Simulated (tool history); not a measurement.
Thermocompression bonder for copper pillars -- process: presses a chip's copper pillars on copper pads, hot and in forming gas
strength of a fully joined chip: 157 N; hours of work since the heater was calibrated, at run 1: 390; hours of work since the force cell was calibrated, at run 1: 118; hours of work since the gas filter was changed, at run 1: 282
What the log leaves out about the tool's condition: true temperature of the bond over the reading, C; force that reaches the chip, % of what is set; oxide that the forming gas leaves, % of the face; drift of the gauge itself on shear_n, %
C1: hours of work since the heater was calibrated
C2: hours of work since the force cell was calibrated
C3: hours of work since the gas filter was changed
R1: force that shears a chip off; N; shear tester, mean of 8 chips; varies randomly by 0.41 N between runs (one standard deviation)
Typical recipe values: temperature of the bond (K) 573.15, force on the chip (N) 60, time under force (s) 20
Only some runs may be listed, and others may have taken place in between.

{"run": 1, "day": 0.0, "temperature of the bond (K)": 573.15, "force on the chip (N)": 60, "time under force (s)": 20, "C1": 390, "C2": 118, "C3": 282, "R1": 83.7}
{"run": 2, "day": 0.667, "temperature of the bond (K)": 573.15, "force on the chip (N)": 60, "time under force (s)": 20, "C1": 399, "C2": 126, "C3": 290, "R1": 82.6}
{"run": 3, "day": 1.308, "temperature of the bond (K)": 573.15, "force on the chip (N)": 60, "time under force (s)": 25, "C1": 407, "C2": 134, "C3": 299, "R1": 90.6}
{"run": 4, "day": 2.029, "temperature of the bond (K)": 573.15, "force on the chip (N)": 77, "time under force (s)": 25, "C1": 416, "C2": 143, "C3": 308, "R1": 100.1}
{"run": 5, "day": 2.408, "temperature of the bond (K)": 573.15, "force on the chip (N)": 77, "time under force (s)": 25, "C1": 421, "C2": 148, "C3": 312, "R1": 98.9}
{"run": 6, "day": 3.175, "temperature of the bond (K)": 573.15, "force on the chip (N)": 77, "time under force (s)": 25, "C1": 430, "C2": 158, "C3": 322, "R1": 100.7}
{"run": 7, "day": 3.654, "temperature of the bond (K)": 573.15, "force on the chip (N)": 53, "time under force (s)": 20, "C1": 436, "C2": 164, "C3": 328, "R1": 78.7}
{"run": 8, "day": 4.154, "temperature of the bond (K)": 573.15, "force on the chip (N)": 37, "time under force (s)": 20, "C1": 442, "C2": 170, "C3": 334, "R1": 65.4}
{"run": 9, "day": 4.608, "temperature of the bond (K)": 573.15, "force on the chip (N)": 60, "time under force (s)": 20, "C1": 448, "C2": 176, "C3": 340, "R1": 84}
{"run": 10, "day": 5.038, "temperature of the bond (K)": 564.15, "force on the chip (N)": 67, "time under force (s)": 11, "C1": 454, "C2": 181, "C3": 345, "R1": 66.7}
{"run": 11, "day": 5.642, "temperature of the bond (K)": 573.15, "force on the chip (N)": 58, "time under force (s)": 13, "C1": 461, "C2": 189, "C3": 353, "R1": 70.7}
{"run": 12, "day": 6.05, "temperature of the bond (K)": 591.15, "force on the chip (N)": 84, "time under force (s)": 11, "C1": 466, "C2": 194, "C3": 358, "R1": 92.6}
{"run": 13, "day": 6.721, "temperature of the bond (K)": 573.15, "force on the chip (N)": 79, "time under force (s)": 20, "C1": 475, "C2": 202, "C3": 366, "R1": 95.8}
{"run": 14, "day": 7.058, "temperature of the bond (K)": 573.15, "force on the chip (N)": 79, "time under force (s)": 35, "C1": 479, "C2": 206, "C3": 371, "R1": 111.7}
{"run": 15, "day": 7.612, "temperature of the bond (K)": 573.15, "force on the chip (N)": 39, "time under force (s)": 12, "C1": 486, "C2": 213, "C3": 377, "R1": 54.9}
{"run": 16, "day": 8.025, "temperature of the bond (K)": 590.15, "force on the chip (N)": 60, "time under force (s)": 24, "C1": 491, "C2": 218, "C3": 383, "R1": 98.6}
{"run": 17, "day": 8.521, "temperature of the bond (K)": 573.15, "force on the chip (N)": 60, "time under force (s)": 39, "C1": 497, "C2": 225, "C3": 389, "R1": 102.4}
{"run": 18, "day": 9.021, "temperature of the bond (K)": 557.15, "force on the chip (N)": 60, "time under force (s)": 54, "C1": 503, "C2": 231, "C3": 395, "R1": 101.6}

Each row is a separate what-if for the run after 18, all from the same tool condition, not one after another. Results?
{"run": "A", "day": 9.504, "temperature of the bond (K)": 588.15, "force on the chip (N)": 58, "time under force (s)": 13, "C1": 509, "C2": 237, "C3": 401, "R1": "?"}
{"run": "B", "day": 9.504, "temperature of the bond (K)": 568.15, "force on the chip (N)": 60, "time under force (s)": 54, "C1": 509, "C2": 237, "C3": 401, "R1": "?"}
{"run": "C", "day": 9.504, "temperature of the bond (K)": 560.15, "force on the chip (N)": 84, "time under force (s)": 32, "C1": 509, "C2": 237, "C3": 401, "R1": "?"}
{"run": "D", "day": 9.504, "temperature of the bond (K)": 575.15, "force on the chip (N)": 88, "time under force (s)": 43, "C1": 509, "C2": 237, "C3": 401, "R1": "?"}

run=A R1=79.7
run=B R1=109.4
run=C R1=102.4
run=D R1=121.7
Stripped of hidden state, with their random variation kept, the same runs would have yielded:
run=A R1=78.7
run=B R1=108.7
run=C R1=101.5
run=D R1=121.5

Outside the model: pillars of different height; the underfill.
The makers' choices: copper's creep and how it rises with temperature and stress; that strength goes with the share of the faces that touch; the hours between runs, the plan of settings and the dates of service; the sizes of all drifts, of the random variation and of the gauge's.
